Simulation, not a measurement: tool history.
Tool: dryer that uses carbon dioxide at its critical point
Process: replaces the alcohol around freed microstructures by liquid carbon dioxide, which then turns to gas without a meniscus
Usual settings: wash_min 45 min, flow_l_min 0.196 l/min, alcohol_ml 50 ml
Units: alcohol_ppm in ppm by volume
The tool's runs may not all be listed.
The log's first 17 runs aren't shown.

run   hour  wash_min  flow_l_min  alcohol_ml  alcohol_ppm
 18    119        45       0.196          22           93
 19    125        45       0.196          22           90
 20  134.5        45       0.196          50          122
 21    143        50       0.196          50          102
 22  147.7        50       0.196          50          102
 23  157.3        50       0.196          50          105
 24    165        50       0.196          50          107
 25  169.7        45       0.196          23          112
 26  178.5        33       0.196          50          416
 27  183.6        33       0.196          50          418
 28  193.1        53       0.324          50           86
 29  202.2        30       0.288          50          147
 30  211.8        58        0.13          25          172

The next listed run, before its measurement:
 31  219.5        27       0.196          50            ?

Run 31 gave alcohol_ppm 953 ppm by volume.
Without the tool's hidden state the same run would have given alcohol_ppm 419 ppm by volume.
